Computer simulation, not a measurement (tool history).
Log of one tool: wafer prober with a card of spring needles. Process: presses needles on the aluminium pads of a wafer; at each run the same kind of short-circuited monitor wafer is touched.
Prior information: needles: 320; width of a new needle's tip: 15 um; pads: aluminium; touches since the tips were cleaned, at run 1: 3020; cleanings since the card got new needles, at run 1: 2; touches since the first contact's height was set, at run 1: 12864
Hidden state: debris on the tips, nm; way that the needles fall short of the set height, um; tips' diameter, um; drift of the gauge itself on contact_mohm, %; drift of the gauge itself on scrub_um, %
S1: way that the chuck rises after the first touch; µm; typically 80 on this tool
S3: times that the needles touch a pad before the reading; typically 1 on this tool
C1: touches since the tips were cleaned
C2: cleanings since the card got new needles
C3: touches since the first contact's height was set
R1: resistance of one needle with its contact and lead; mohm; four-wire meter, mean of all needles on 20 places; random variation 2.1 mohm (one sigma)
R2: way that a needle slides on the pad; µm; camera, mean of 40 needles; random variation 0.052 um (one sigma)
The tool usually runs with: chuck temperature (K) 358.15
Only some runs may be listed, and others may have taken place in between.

run 1 hour=0 | S1=80 chuck_temperature_(K)=358.15 S3=1 | C1=3020 C2=2 C3=12864 | R1=268 R2=17.8
-- hour=5.5 tips cleaned on abrasive film
run 2 hour=13.5 | S1=80 chuck_temperature_(K)=316.15 S3=1 | C1=2646 C2=3 C3=17313 | R1=277 R2=17.71
-- hour=19.2 tips cleaned on abrasive film
-- hour=34.5 tips cleaned on abrasive film
run 3 hour=36.7 | S1=80 chuck_temperature_(K)=388.15 S3=1 | C1=742 C2=5 C3=24959 | R1=259 R2=17.76
-- hour=50 tips cleaned on abrasive film
run 4 hour=51.8 | S1=80 chuck_temperature_(K)=388.15 S3=1 | C1=587 C2=6 C3=29935 | R1=253 R2=17.79
-- hour=63.4 tips cleaned on abrasive film
-- hour=78.1 tips cleaned on abrasive film
run 5 hour=78.1 | S1=80 chuck_temperature_(K)=358.15 S3=1 | C1=0 C2=8 C3=38601 | R1=241 R2=17.72
-- hour=92 tips cleaned on abrasive film
run 6 hour=100.2 | S1=71 chuck_temperature_(K)=358.15 S3=3 | C1=2746 C2=9 C3=45937 | R1=249 R2=15.73
-- hour=106.6 tips cleaned on abrasive film
run 7 hour=118.5 | S1=94 chuck_temperature_(K)=358.15 S3=1 | C1=3926 C2=10 C3=51957 | R1=259 R2=20.69
-- hour=121.2 tips cleaned on abrasive film
run 8 hour=131.6 | S1=80 chuck_temperature_(K)=355.15 S3=1 | C1=3452 C2=11 C3=56276 | R1=268 R2=17.54
-- hour=137.1 tips cleaned on abrasive film
run 9 hour=149 | S1=75 chuck_temperature_(K)=304.15 S3=1 | C1=3931 C2=12 C3=62028 | R1=265 R2=16.39
-- hour=150.8 tips cleaned on abrasive film
-- hour=166.4 tips cleaned on abrasive film
-- hour=174.5 tips cleaned on abrasive film, once more
run 10 hour=176.5 | S1=80 chuck_temperature_(K)=358.15 S3=2 | C1=648 C2=15 C3=71065 | R1=243 R2=17.53

Describe how what the log doesn't record of the tool's condition differs between the last listed run preceding each entry between runs and the first listed run following it.
After run 1, before run 2: tips cleaned on abrasive film (hour 5.5)
  debris on the tips, nm: 50.1 -> 92.5; way that the needles fall short of the set height, um: 0.18 -> 0.22; tips' diameter, um: 15.06 -> 15.1
  measured less the result without the state, R1: +28 -> +54 mohm; R2: -0.04 -> -0.05 µm
After run 2, before run 3: tips cleaned on abrasive film (hour 19.2); tips cleaned on abrasive film (hour 34.5)
  debris on the tips, nm: 92.5 -> 22.1; way that the needles fall short of the set height, um: 0.22 -> 0.4; tips' diameter, um: 15.1 -> 15.16
  measured less the result without the state, R1: +54 -> +12 mohm; R2: -0.05 -> -0.09 µm
After run 3, before run 4: tips cleaned on abrasive film (hour 50)
  debris on the tips, nm: 22.1 -> 16.5; way that the needles fall short of the set height, um: 0.4 -> 0.46; tips' diameter, um: 15.16 -> 15.18
  measured less the result without the state, R1: +12 -> +9 mohm; R2: -0.09 -> -0.11 µm
After run 4, before run 5: tips cleaned on abrasive film (hour 63.4); tips cleaned on abrasive film (hour 78.1)
  debris on the tips, nm: 16.5 -> 7.5; way that the needles fall short of the set height, um: 0.46 -> 0.66; tips' diameter, um: 15.18 -> 15.25
  measured less the result without the state, R1: +9 -> +4 mohm; R2: -0.11 -> -0.15 µm
After run 5, before run 6: tips cleaned on abrasive film (hour 92)
  debris on the tips, nm: 7.5 -> 47.7; way that the needles fall short of the set height, um: 0.66 -> 0.77; tips' diameter, um: 15.25 -> 15.29
  measured less the result without the state, R1: +4 -> +12 mohm; R2: -0.15 -> -0.17 µm
After run 6, before run 7: tips cleaned on abrasive film (hour 106.6)
  debris on the tips, nm: 47.7 -> 56.1; way that the needles fall short of the set height, um: 0.77 -> 0.86; tips' diameter, um: 15.29 -> 15.32
  measured less the result without the state, R1: +12 -> +25 mohm; R2: -0.17 -> -0.19 µm
After run 7, before run 8: tips cleaned on abrasive film (hour 121.2)
  debris on the tips, nm: 56.1 -> 51.9; way that the needles fall short of the set height, um: 0.86 -> 0.94; tips' diameter, um: 15.32 -> 15.35
  measured less the result without the state, R1: +25 -> +31 mohm; R2: -0.19 -> -0.21 µm
After run 8, before run 9: tips cleaned on abrasive film (hour 137.1)
  debris on the tips, nm: 51.9 -> 55.4; way that the needles fall short of the set height, um: 0.94 -> 1.05; tips' diameter, um: 15.35 -> 15.39
  measured less the result without the state, R1: +31 -> +40 mohm; R2: -0.21 -> -0.23 µm
After run 9, before run 10: tips cleaned on abrasive film (hour 150.8); tips cleaned on abrasive film (hour 166.4); tips cleaned on abrasive film, once more (hour 174.5)
  debris on the tips, nm: 55.4 -> 15.7; way that the needles fall short of the set height, um: 1.05 -> 1.33; tips' diameter, um: 15.39 -> 15.49
  measured less the result without the state, R1: +40 -> +6 mohm; R2: -0.23 -> -0.29 µm
